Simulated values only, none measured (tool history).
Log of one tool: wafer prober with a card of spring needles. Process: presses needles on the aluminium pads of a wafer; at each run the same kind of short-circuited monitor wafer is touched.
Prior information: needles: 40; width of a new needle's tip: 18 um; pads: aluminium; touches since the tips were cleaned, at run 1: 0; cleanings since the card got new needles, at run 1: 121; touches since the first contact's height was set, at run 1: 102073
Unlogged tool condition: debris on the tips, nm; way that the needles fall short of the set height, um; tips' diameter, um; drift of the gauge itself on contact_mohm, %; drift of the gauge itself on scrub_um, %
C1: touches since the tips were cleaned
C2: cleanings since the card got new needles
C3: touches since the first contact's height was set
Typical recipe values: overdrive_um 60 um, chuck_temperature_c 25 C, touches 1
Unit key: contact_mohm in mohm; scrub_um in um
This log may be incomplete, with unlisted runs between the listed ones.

run 1 hour=0 | overdrive_um=60 chuck_temperature_c=25 touches=1 | C1=0 C2=121 C3=102073 | contact_mohm=126 scrub_um=12.9
-- hour=8.7 tips cleaned on abrasive film
-- hour=17 tips cleaned on abrasive film
run 2 hour=21.5 | overdrive_um=60 chuck_temperature_c=25 touches=1 | C1=1057 C2=123 C3=107041 | contact_mohm=148 scrub_um=13.02
-- hour=25.2 tips cleaned on abrasive film
-- hour=33.4 tips cleaned on abrasive film
-- hour=41.7 tips cleaned on abrasive film
-- hour=50 tips cleaned on abrasive film
run 3 hour=50.8 | overdrive_um=60 chuck_temperature_c=30 touches=1 | C1=194 C2=127 C3=113781 | contact_mohm=134 scrub_um=12.6
-- hour=58 tips cleaned on abrasive film
-- hour=65.2 tips cleaned on abrasive film
-- hour=72.7 tips cleaned on abrasive film
run 4 hour=72.7 | overdrive_um=60 chuck_temperature_c=30 touches=1 | C1=0 C2=130 C3=118805 | contact_mohm=135 scrub_um=12.56
-- hour=79.9 tips cleaned on abrasive film
run 5 hour=85.4 | overdrive_um=60 chuck_temperature_c=30 touches=1 | C1=1285 C2=131 C3=121742 | contact_mohm=154 scrub_um=12.74
-- hour=87.2 tips cleaned on abrasive film
-- hour=92.4 height of the first contact set anew
-- hour=96.1 tips cleaned on abrasive film
-- hour=104.5 tips cleaned on abrasive film
run 6 hour=106.4 | overdrive_um=60 chuck_temperature_c=25 touches=1 | C1=435 C2=134 C3=3206 | contact_mohm=131 scrub_um=14.2
-- hour=113.4 tips cleaned on abrasive film
-- hour=122.2 tips cleaned on abrasive film
-- hour=130.7 tips cleaned on abrasive film
run 7 hour=133.3 | overdrive_um=60 chuck_temperature_c=25 touches=1 | C1=601 C2=137 C3=9406 | contact_mohm=137 scrub_um=14.29
-- hour=138.2 tips cleaned on abrasive film
-- hour=146.5 tips cleaned on abrasive film
-- hour=155.1 tips cleaned on abrasive film
-- hour=163.2 tips cleaned on abrasive film
run 8 hour=163.2 | overdrive_um=60 chuck_temperature_c=25 touches=1 | C1=0 C2=141 C3=16293 | contact_mohm=127 scrub_um=14.34
-- hour=171.7 tips cleaned on abrasive film
run 9 hour=177.6 | overdrive_um=60 chuck_temperature_c=25 touches=1 | C1=1365 C2=142 C3=19615 | contact_mohm=148 scrub_um=14.4
-- hour=179.4 tips cleaned on abrasive film
-- hour=187.8 tips cleaned on abrasive film
run 10 hour=193.8 | overdrive_um=46 chuck_temperature_c=25 touches=1 | C1=1408 C2=144 C3=23360 | contact_mohm=168 scrub_um=10.88
-- hour=195.7 tips cleaned on abrasive film
-- hour=202.9 tips cleaned on abrasive film
-- hour=211.8 tips cleaned on abrasive film
run 11 hour=212.9 | overdrive_um=46 chuck_temperature_c=25 touches=1 | C1=253 C2=147 C3=27736 | contact_mohm=139 scrub_um=10.67
-- hour=219.7 tips cleaned on abrasive film
-- hour=228.7 tips cleaned on abrasive film
run 12 hour=235.7 | overdrive_um=46 chuck_temperature_c=25 touches=1 | C1=1634 C2=149 C3=32990 | contact_mohm=172 scrub_um=10.72
-- hour=237.4 tips cleaned on abrasive film
-- hour=245.5 tips cleaned on abrasive film
run 13 hour=250.4 | overdrive_um=46 chuck_temperature_c=25 touches=1 | C1=1143 C2=151 C3=36378 | contact_mohm=167 scrub_um=10.57
-- hour=253.8 tips cleaned on abrasive film
-- hour=261.7 tips cleaned on abrasive film
-- hour=269.9 tips cleaned on abrasive film
run 14 hour=271.3 | overdrive_um=60 chuck_temperature_c=35 touches=1 | C1=331 C2=154 C3=41188 | contact_mohm=133 scrub_um=13.82
-- hour=278.4 tips cleaned on abrasive film
-- hour=285.6 tips cleaned on abrasive film
-- hour=294.1 tips cleaned on abrasive film
run 15 hour=300.7 | overdrive_um=60 chuck_temperature_c=35 touches=1 | C1=1535 C2=157 C3=47962 | contact_mohm=153 scrub_um=13.57
-- hour=302.6 tips cleaned on abrasive film
-- hour=311.3 tips cleaned on abrasive film
-- hour=318.6 tips cleaned on abrasive film
run 16 hour=318.6 | overdrive_um=66 chuck_temperature_c=45 touches=2 | C1=0 C2=160 C3=52071 | contact_mohm=127 scrub_um=15.1
-- hour=327.2 tips cleaned on abrasive film
-- hour=335.6 tips cleaned on abrasive film
run 17 hour=339.5 | overdrive_um=66 chuck_temperature_c=45 touches=2 | C1=917 C2=162 C3=56886 | contact_mohm=139 scrub_um=15.08
-- hour=342.9 tips cleaned on abrasive film
-- hour=351.1 tips cleaned on abrasive film
-- hour=359.5 tips cleaned on abrasive film
-- hour=368.1 tips cleaned on abrasive film
run 18 hour=368.7 | overdrive_um=52 chuck_temperature_c=50 touches=1 | C1=149 C2=166 C3=63610 | contact_mohm=144 scrub_um=11.44
-- hour=375.9 tips cleaned on abrasive film
-- hour=383.9 tips cleaned on abrasive film
run 19 hour=391 | overdrive_um=49 chuck_temperature_c=51 touches=1 | C1=1650 C2=168 C3=68753 | contact_mohm=181 scrub_um=10.53
-- hour=392.9 tips cleaned on abrasive film
-- hour=400 tips cleaned on abrasive film
-- hour=408.8 tips cleaned on abrasive film
run 20 hour=409.7 | overdrive_um=50 chuck_temperature_c=51 touches=1 | C1=216 C2=171 C3=73041 | contact_mohm=145 scrub_um=11.08
-- hour=416.7 tips cleaned on abrasive film
-- hour=424.7 tips cleaned on abrasive film
run 21 hour=427.1 | overdrive_um=62 chuck_temperature_c=34 touches=3 | C1=558 C2=173 C3=77059 | contact_mohm=131 scrub_um=13.88
-- hour=432.2 tips cleaned on abrasive film
-- hour=440.8 tips cleaned on abrasive film
run 22 hour=444.1 | overdrive_um=62 chuck_temperature_c=34 touches=3 | C1=784 C2=175 C3=80971 | contact_mohm=137 scrub_um=14.03
-- hour=449.2 tips cleaned on abrasive film
-- hour=457.6 tips cleaned on abrasive film
run 23 hour=458 | overdrive_um=62 chuck_temperature_c=34 touches=3 | C1=95 C2=177 C3=84152 | contact_mohm=130 scrub_um=13.71
-- hour=465 tips cleaned on abrasive film
-- hour=473.6 tips cleaned on abrasive film
run 24 hour=478.8 | overdrive_um=75 chuck_temperature_c=38 touches=1 | C1=1213 C2=179 C3=88950 | contact_mohm=141 scrub_um=16.86
-- hour=482.4 tips cleaned on abrasive film
-- hour=490.6 tips cleaned on abrasive film
run 25 hour=493 | overdrive_um=60 chuck_temperature_c=26 touches=2 | C1=566 C2=181 C3=92220 | contact_mohm=135 scrub_um=12.99
-- hour=498 tips cleaned on abrasive film
-- hour=506.5 tips cleaned on abrasive film
run 26 hour=510.9 | overdrive_um=60 chuck_temperature_c=26 touches=2 | C1=1026 C2=183 C3=96339 | contact_mohm=144 scrub_um=13.04
-- hour=514.5 tips cleaned on abrasive film
-- hour=522.9 tips cleaned on abrasive film
-- hour=531.4 tips cleaned on abrasive film
run 27 hour=535.3 | overdrive_um=56 chuck_temperature_c=25 touches=1 | C1=897 C2=186 C3=101957 | contact_mohm=154 scrub_um=11.92
-- hour=538.9 tips cleaned on abrasive film
-- hour=547.8 tips cleaned on abrasive film
run 28 hour=554.7 | overdrive_um=56 chuck_temperature_c=25 touches=1 | C1=1617 C2=188 C3=106439 | contact_mohm=171 scrub_um=12.16

For each entry between runs, how does the tool's hidden state at the last listed run before it compare with that at the first listed run after it?
From run 1 to run 2: tips cleaned on abrasive film (hour 8.7); tips cleaned on abrasive film (hour 17)
  debris on the tips, nm: 1.1 -> 16; way that the needles fall short of the set height, um: 6.45 -> 6.68; tips' diameter, um: 22.69 -> 22.77
  the result without the hidden state subtracted from the measured one, contact_mohm: +6 -> +25 mohm; scrub_um: -1.56 -> -1.64 um
From run 2 to run 3: tips cleaned on abrasive film (hour 25.2); tips cleaned on abrasive film (hour 33.4); tips cleaned on abrasive film (hour 41.7); tips cleaned on abrasive film (hour 50)
  debris on the tips, nm: 16 -> 3.7; way that the needles fall short of the set height, um: 6.68 -> 7.15; tips' diameter, um: 22.77 -> 22.93
  the result without the hidden state subtracted from the measured one, contact_mohm: +25 -> +11 mohm; scrub_um: -1.64 -> -1.69 um
From run 3 to run 4: tips cleaned on abrasive film (hour 58); tips cleaned on abrasive film (hour 65.2); tips cleaned on abrasive film (hour 72.7)
  debris on the tips, nm: 3.7 -> 2.2; way that the needles fall short of the set height, um: 7.15 -> 7.46; tips' diameter, um: 22.93 -> 23.04
  the result without the hidden state subtracted from the measured one, contact_mohm: +11 -> +9 mohm; scrub_um: -1.69 -> -1.79 um
From run 4 to run 5: tips cleaned on abrasive film (hour 79.9)
  debris on the tips, nm: 2.2 -> 20.8; way that the needles fall short of the set height, um: 7.46 -> 7.6; tips' diameter, um: 23.04 -> 23.09
  the result without the hidden state subtracted from the measured one, contact_mohm: +9 -> +33 mohm; scrub_um: -1.79 -> -1.85 um
From run 5 to run 6: tips cleaned on abrasive film (hour 87.2); height of the first contact set anew (hour 92.4); tips cleaned on abrasive film (hour 96.1); tips cleaned on abrasive film (hour 104.5)
  debris on the tips, nm: 20.8 -> 7.6; way that the needles fall short of the set height, um: 7.6 -> 0.21; tips' diameter, um: 23.09 -> 23.21
  the result without the hidden state subtracted from the measured one, contact_mohm: +33 -> +12 mohm; scrub_um: -1.85 -> -0.05 um
From run 6 to run 7: tips cleaned on abrasive film (hour 113.4); tips cleaned on abrasive film (hour 122.2); tips cleaned on abrasive film (hour 130.7)
  debris on the tips, nm: 7.6 -> 11.2; way that the needles fall short of the set height, um: 0.21 -> 0.53; tips' diameter, um: 23.21 -> 23.32
  the result without the hidden state subtracted from the measured one, contact_mohm: +12 -> +15 mohm; scrub_um: -0.05 -> -0.13 um
From run 7 to run 8: tips cleaned on abrasive film (hour 138.2); tips cleaned on abrasive film (hour 146.5); tips cleaned on abrasive film (hour 155.1); tips cleaned on abrasive film (hour 163.2)
  debris on the tips, nm: 11.2 -> 1.6; way that the needles fall short of the set height, um: 0.53 -> 1.01; tips' diameter, um: 23.32 -> 23.49
  the result without the hidden state subtracted from the measured one, contact_mohm: +15 -> +5 mohm; scrub_um: -0.13 -> -0.24 um
From run 8 to run 9: tips cleaned on abrasive film (hour 171.7)
  debris on the tips, nm: 1.6 -> 20.9; way that the needles fall short of the set height, um: 1.01 -> 1.11; tips' diameter, um: 23.49 -> 23.52
  the result without the hidden state subtracted from the measured one, contact_mohm: +5 -> +27 mohm; scrub_um: -0.24 -> -0.27 um
From run 9 to run 10: tips cleaned on abrasive film (hour 179.4); tips cleaned on abrasive film (hour 187.8)
  debris on the tips, nm: 20.9 -> 19.9; way that the needles fall short of the set height, um: 1.11 -> 1.35; tips' diameter, um: 23.52 -> 23.61
  the result without the hidden state subtracted from the measured one, contact_mohm: +27 -> +42 mohm; scrub_um: -0.27 -> -0.33 um
From run 10 to run 11: tips cleaned on abrasive film (hour 195.7); tips cleaned on abrasive film (hour 202.9); tips cleaned on abrasive film (hour 211.8)
  debris on the tips, nm: 19.9 -> 5.6; way that the needles fall short of the set height, um: 1.35 -> 1.75; tips' diameter, um: 23.61 -> 23.75
  the result without the hidden state subtracted from the measured one, contact_mohm: +42 -> +16 mohm; scrub_um: -0.33 -> -0.42 um
From run 11 to run 12: tips cleaned on abrasive film (hour 219.7); tips cleaned on abrasive film (hour 228.7)
  debris on the tips, nm: 5.6 -> 22.3; way that the needles fall short of the set height, um: 1.75 -> 2.03; tips' diameter, um: 23.75 -> 23.84
  the result without the hidden state subtracted from the measured one, contact_mohm: +16 -> +49 mohm; scrub_um: -0.42 -> -0.48 um
From run 12 to run 13: tips cleaned on abrasive film (hour 237.4); tips cleaned on abrasive film (hour 245.5)
  debris on the tips, nm: 22.3 -> 17.4; way that the needles fall short of the set height, um: 2.03 -> 2.29; tips' diameter, um: 23.84 -> 23.94
  the result without the hidden state subtracted from the measured one, contact_mohm: +49 -> +41 mohm; scrub_um: -0.48 -> -0.55 um
From run 13 to run 14: tips cleaned on abrasive film (hour 253.8); tips cleaned on abrasive film (hour 261.7); tips cleaned on abrasive film (hour 269.9)
  debris on the tips, nm: 17.4 -> 5.7; way that the needles fall short of the set height, um: 2.29 -> 2.64; tips' diameter, um: 23.94 -> 24.06
  the result without the hidden state subtracted from the measured one, contact_mohm: +41 -> +11 mohm; scrub_um: -0.55 -> -0.64 um
From run 14 to run 15: tips cleaned on abrasive film (hour 278.4); tips cleaned on abrasive film (hour 285.6); tips cleaned on abrasive film (hour 294.1)
  debris on the tips, nm: 5.7 -> 21.8; way that the needles fall short of the set height, um: 2.64 -> 2.98; tips' diameter, um: 24.06 -> 24.18
  the result without the hidden state subtracted from the measured one, contact_mohm: +11 -> +31 mohm; scrub_um: -0.64 -> -0.71 um
From run 15 to run 16: tips cleaned on abrasive film (hour 302.6); tips cleaned on abrasive film (hour 311.3); tips cleaned on abrasive film (hour 318.6)
  debris on the tips, nm: 21.8 -> 2.4; way that the needles fall short of the set height, um: 2.98 -> 3.33; tips' diameter, um: 24.18 -> 24.3
  the result without the hidden state subtracted from the measured one, contact_mohm: +31 -> +6 mohm; scrub_um: -0.71 -> -0.8 um
From run 16 to run 17: tips cleaned on abrasive film (hour 327.2); tips cleaned on abrasive film (hour 335.6)
  debris on the tips, nm: 2.4 -> 15.1; way that the needles fall short of the set height, um: 3.33 -> 3.52; tips' diameter, um: 24.3 -> 24.36
  the result without the hidden state subtracted from the measured one, contact_mohm: +6 -> +14 mohm; scrub_um: -0.8 -> -0.84 um
From run 17 to run 18: tips cleaned on abrasive film (hour 342.9); tips cleaned on abrasive film (hour 351.1); tips cleaned on abrasive film (hour 359.5); tips cleaned on abrasive film (hour 368.1)
  debris on the tips, nm: 15.1 -> 5.2; way that the needles fall short of the set height, um: 3.52 -> 3.94; tips' diameter, um: 24.36 -> 24.51
  the result without the hidden state subtracted from the measured one, contact_mohm: +14 -> +15 mohm; scrub_um: -0.84 -> -0.94 um
From run 18 to run 19: tips cleaned on abrasive film (hour 375.9); tips cleaned on abrasive film (hour 383.9)
  debris on the tips, nm: 5.2 -> 22.7; way that the needles fall short of the set height, um: 3.94 -> 4.18; tips' diameter, um: 24.51 -> 24.6
  the result without the hidden state subtracted from the measured one, contact_mohm: +15 -> +52 mohm; scrub_um: -0.94 -> -0.99 um
From run 19 to run 20: tips cleaned on abrasive film (hour 392.9); tips cleaned on abrasive film (hour 400); tips cleaned on abrasive film (hour 408.8)
  debris on the tips, nm: 22.7 -> 5.1; way that the needles fall short of the set height, um: 4.18 -> 4.53; tips' diameter, um: 24.6 -> 24.72
  the result without the hidden state subtracted from the measured one, contact_mohm: +52 -> +17 mohm; scrub_um: -0.99 -> -1.1 um
From run 20 to run 21: tips cleaned on abrasive film (hour 416.7); tips cleaned on abrasive film (hour 424.7)
  debris on the tips, nm: 5.1 -> 9.4; way that the needles fall short of the set height, um: 4.53 -> 4.78; tips' diameter, um: 24.72 -> 24.81
  the result without the hidden state subtracted from the measured one, contact_mohm: +17 -> +10 mohm; scrub_um: -1.1 -> -1.17 um
From run 21 to run 22: tips cleaned on abrasive film (hour 432.2); tips cleaned on abrasive film (hour 440.8)
  debris on the tips, nm: 9.4 -> 13.3; way that the needles fall short of the set height, um: 4.78 -> 5.01; tips' diameter, um: 24.81 -> 24.89
  the result without the hidden state subtracted from the measured one, contact_mohm: +10 -> +12 mohm; scrub_um: -1.17 -> -1.23 um
From run 22 to run 23: tips cleaned on abrasive film (hour 449.2); tips cleaned on abrasive film (hour 457.6)
  debris on the tips, nm: 13.3 -> 2.6; way that the needles fall short of the set height, um: 5.01 -> 5.22; tips' diameter, um: 24.89 -> 24.96
  the result without the hidden state subtracted from the measured one, contact_mohm: +12 -> +7 mohm; scrub_um: -1.23 -> -1.27 um
From run 23 to run 24: tips cleaned on abrasive film (hour 465); tips cleaned on abrasive film (hour 473.6)
  debris on the tips, nm: 2.6 -> 17.6; way that the needles fall short of the set height, um: 5.22 -> 5.38; tips' diameter, um: 24.96 -> 25.02
  the result without the hidden state subtracted from the measured one, contact_mohm: +7 -> +20 mohm; scrub_um: -1.27 -> -1.3 um
From run 24 to run 25: tips cleaned on abrasive film (hour 482.4); tips cleaned on abrasive film (hour 490.6)
  debris on the tips, nm: 17.6 -> 9.3; way that the needles fall short of the set height, um: 5.38 -> 5.61; tips' diameter, um: 25.02 -> 25.1
  the result without the hidden state subtracted from the measured one, contact_mohm: +20 -> +14 mohm; scrub_um: -1.3 -> -1.35 um
From run 25 to run 26: tips cleaned on abrasive film (hour 498); tips cleaned on abrasive film (hour 506.5)
  debris on the tips, nm: 9.3 -> 15.4; way that the needles fall short of the set height, um: 5.61 -> 5.83; tips' diameter, um: 25.1 -> 25.17
  the result without the hidden state subtracted from the measured one, contact_mohm: +14 -> +20 mohm; scrub_um: -1.35 -> -1.4 um
From run 26 to run 27: tips cleaned on abrasive film (hour 514.5); tips cleaned on abrasive film (hour 522.9); tips cleaned on abrasive film (hour 531.4)
  debris on the tips, nm: 15.4 -> 14.1; way that the needles fall short of the set height, um: 5.83 -> 6.17; tips' diameter, um: 25.17 -> 25.29
  the result without the hidden state subtracted from the measured one, contact_mohm: +20 -> +31 mohm; scrub_um: -1.4 -> -1.5 um
From run 27 to run 28: tips cleaned on abrasive film (hour 538.9); tips cleaned on abrasive film (hour 547.8)
  debris on the tips, nm: 14.1 -> 22.5; way that the needles fall short of the set height, um: 6.17 -> 6.4; tips' diameter, um: 25.29 -> 25.37
  the result without the hidden state subtracted from the measured one, contact_mohm: +31 -> +47 mohm; scrub_um: -1.5 -> -1.54 um
